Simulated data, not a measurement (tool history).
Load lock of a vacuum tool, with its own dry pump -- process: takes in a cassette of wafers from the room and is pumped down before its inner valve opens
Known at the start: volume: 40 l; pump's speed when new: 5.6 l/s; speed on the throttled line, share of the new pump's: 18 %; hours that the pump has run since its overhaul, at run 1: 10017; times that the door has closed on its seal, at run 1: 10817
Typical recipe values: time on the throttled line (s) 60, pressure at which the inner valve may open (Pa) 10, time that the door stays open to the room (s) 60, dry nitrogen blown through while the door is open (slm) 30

| run | day | time on the throttled line (s) | pressure at which the inner valve may open (Pa) | time that the door stays open to the room (s) | dry nitrogen blown through while the door is open (slm) | hours that the pump has run since its overhaul | times that the door has closed on its seal | incoming humidity of the room's air, % | time from the closed door until the inner valve may open (s) | rise of the pressure with all valves shut (Pa/min) |
|---|---|---|---|---|---|---|---|---|---|---|
| 1 | 0 | 60 | 10 | 60 | 30 | 10017 | 10817 | 45.1 | 115.3 | 0.043 |
| 2 | 15.771 | 60 | 10 | 60 | 30 | 10396 | 12002 | 42.1 | 114.5 | 0.041 |
| 3 | 27.567 | 60 | 10 | 60 | 30 | 10679 | 12888 | 47.5 | 116.2 | 0.045 |
| 4 | 38.842 | 60 | 10 | 60 | 30 | 10949 | 13735 | 43.9 | 116.2 | 0.04 |
| 5 | 52.679 | 60 | 10 | 60 | 30 | 11281 | 14775 | 44.2 | 115.8 | 0.047 |
| 6 | 68.088 | 60 | 10 | 60 | 30 | 11651 | 15933 | 44.2 | 116.1 | 0.045 |
| 7 | 83.2 | 60 | 10 | 60 | 30 | 12014 | 17068 | 45.5 | 115.5 | 0.042 |
| 8 | 96.758 | 60 | 10 | 60 | 5 | 12339 | 18087 | 43.6 | 116.8 | 0.065 |
| 9 | 112.062 | 98 | 10 | 60 | 30 | 12707 | 19237 | 42.3 | 146.3 | 0.039 |
| 10 | 124.888 | 98 | 10 | 60 | 30 | 13014 | 20200 | 40.3 | 147.6 | 0.036 |
| 11 | 134.475 | 98 | 10 | 60 | 30 | 13245 | 20921 | 46.9 | 148 | 0.05 |
| 12 | 147.754 | 98 | 10 | 87 | 30 | 13563 | 21918 | 44.5 | 146.9 | 0.056 |
| 13 | 160.742 | 60 | 10 | 60 | 30 | 13875 | 22894 | 43.5 | 116.5 | 0.043 |
| 14 | 173.158 | 60 | 9 | 60 | 30 | 14173 | 23827 | 44.2 | 115.2 | 0.044 |
| 15 | 180.454 | 60 | 10 | 60 | 5 | 14348 | 24375 | 43.8 | 117.1 | 0.069 |
| 16 | 191.112 | 60 | 10 | 60 | 9 | 14604 | 25176 | 42.7 | 117.2 | 0.059 |
| 17 | 197.788 | 60 | 10 | 60 | 9 | 14764 | 25677 | 44.2 | 116.4 | 0.063 |
| 18 | 205.408 | 60 | 16 | 60 | 30 | 14947 | 26250 | 44.1 | 112.6 | 0.046 |
| 19 | 214.408 | 60 | 16 | 60 | 30 | 15163 | 26926 | 49.1 | 112.4 | 0.048 |
| 20 | 223.662 | 60 | 13 | 56 | 30 | 15385 | 27622 | 45 | 114.2 | 0.049 |
| 21 | 239.362 | 47 | 7 | 182 | 23 | 15762 | 28801 | 45.1 | 106.5 | 0.089 |
| 22 | 255.267 | 47 | 7 | 182 | 23 | 16144 | 29996 | 43.2 | 107.9 | 0.09 |
| 23 | 268.988 | 47 | 7 | 182 | 23 | 16473 | 31027 | 42.2 | 107.1 | 0.087 |
| 24 | 276.671 | 41 | 16 | 182 | 23 | 16657 | 31604 | 43.8 | 96.2 | 0.088 |
| 25 | 290.954 | 43 | 16 | 58 | 23 | 17000 | 32678 | 41.9 | 98 | 0.047 |
| 26 | 303 | 60 | 10 | 32 | 30 | 17289 | 33583 | 45.2 | 116.2 | 0.035 |
| 27 | 315.562 | 60 | 10 | 32 | 30 | 17591 | 34526 | 45 | 115 | 0.03 |
| 28 | 322.738 | 33 | 8 | 26 | 18 | 17763 | 35066 | 44.7 | 96.2 | 0.038 |
| 29 | 333.467 | 33 | 8 | 26 | 18 | 18020 | 35872 | 45 | 95.5 | 0.034 |
| 30 | 343.862 | 38 | 17 | 156 | 5 | 18270 | 36653 | 44.5 | 93.3 | 0.114 |
| 31 | 359.138 | 75 | 11 | 179 | 18 | 18636 | 37800 | 47.1 | 127.7 | 0.098 |
| 32 | 373.458 | 60 | 11 | 148 | 8 | 18980 | 38876 | 45.2 | 116.1 | 0.108 |
| 33 | 388.35 | 60 | 11 | 148 | 8 | 19338 | 39995 | 43.2 | 114.2 | 0.103 |
| 34 | 399.838 | 60 | 11 | 148 | 8 | 19613 | 40859 | 45.8 | 116.1 | 0.11 |
| 35 | 407.842 | 60 | 11 | 148 | 8 | 19805 | 41460 | 47.3 | 115.6 | 0.106 |

Forecast each of these 5 alternatives for the next run:
| A | 416.079 | 60 | 13 | 148 | 8 | 20003 | 42079 | 44 | ? | ? |
| B | 416.079 | 38 | 16 | 60 | 21 | 20003 | 42079 | 43.7 | ? | ? |
| C | 416.079 | 42 | 7 | 28 | 30 | 20003 | 42079 | 47.7 | ? | ? |
| D | 416.079 | 60 | 11 | 140 | 8 | 20003 | 42079 | 43.2 | ? | ? |
| E | 416.079 | 31 | 18 | 105 | 30 | 20003 | 42079 | 44.9 | ? | ? |

| run | time from the closed door until the inner valve may open (s) | rise of the pressure with all valves shut (Pa/min) |
|---|---|---|
| A | 113.8 | 0.106 |
| B | 94.2 | 0.055 |
| C | 103.9 | 0.04 |
| D | 114.8 | 0.102 |
| E | 88 | 0.067 |
With the hidden condition removed and each run's random variation left untouched, the same runs would have given:
| run | time from the closed door until the inner valve may open (s) | rise of the pressure with all valves shut (Pa/min) |
|---|---|---|
| A | 113.7 | 0.104 |
| B | 94.1 | 0.053 |
| C | 103.8 | 0.038 |
| D | 114.7 | 0.1 |
| E | 87.9 | 0.065 |
